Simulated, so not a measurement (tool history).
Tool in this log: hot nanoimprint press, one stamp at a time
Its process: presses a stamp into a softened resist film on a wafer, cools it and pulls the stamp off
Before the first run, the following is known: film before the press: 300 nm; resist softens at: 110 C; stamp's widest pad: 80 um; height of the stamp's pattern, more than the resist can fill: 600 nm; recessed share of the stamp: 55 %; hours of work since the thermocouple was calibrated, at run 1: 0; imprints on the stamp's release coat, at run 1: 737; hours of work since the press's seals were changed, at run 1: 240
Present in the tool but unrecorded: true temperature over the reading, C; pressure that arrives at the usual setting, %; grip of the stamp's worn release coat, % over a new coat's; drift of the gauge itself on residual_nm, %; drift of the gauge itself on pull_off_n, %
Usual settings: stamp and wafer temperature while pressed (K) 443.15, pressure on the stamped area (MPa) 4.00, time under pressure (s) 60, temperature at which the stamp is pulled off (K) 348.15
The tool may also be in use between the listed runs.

run	day	stamp and wafer temperature while pressed (K)	pressure on the stamped area (MPa)	time under pressure (s)	temperature at which the stamp is pulled off (K)	hours of work since the thermocouple was calibrated	imprints on the stamp's release coat	hours of work since the press's seals were changed	resist left under the stamp's widest pad (Å)	greatest force while the stamp is pulled off (N)
1	0.000	443.15	4.00	60	348.15	0	737	240	1203	200
2	0.250	443.15	3.75	60	348.15	4	770	244	1267	210
3	0.562	443.15	3.75	60	348.15	10	811	249	1260	202
4	0.929	443.15	3.75	60	348.15	16	860	255	1247	207
# day 1.271: stamp cleaned and given a new release coat
5	1.442	443.15	4.00	60	348.15	20	22	260	1214	206
6	1.808	443.15	3.18	60	348.15	27	71	266	1352	205
7	2.050	443.15	4.00	77	348.15	31	103	270	1090	199
8	2.308	443.15	4.00	77	348.15	35	137	275	1076	206
9	2.512	443.15	4.00	93	348.15	39	164	278	1018	198
10	2.671	443.15	4.00	93	348.15	41	185	281	1020	195
11	2.846	443.15	4.00	93	348.15	44	208	284	1037	197

What does the tool deliver on the next run?
12	3.054	443.15	4.00	40	340.15	48	235	287	?	?

Run 12 measured resist left under the stamp's widest pad (Å) 1407, greatest force while the stamp is pulled off (N) 214.
The same run, on a tool lacking any hidden state, would have yielded resist left under the stamp's widest pad (Å) 1407, greatest force while the stamp is pulled off (N) 213.
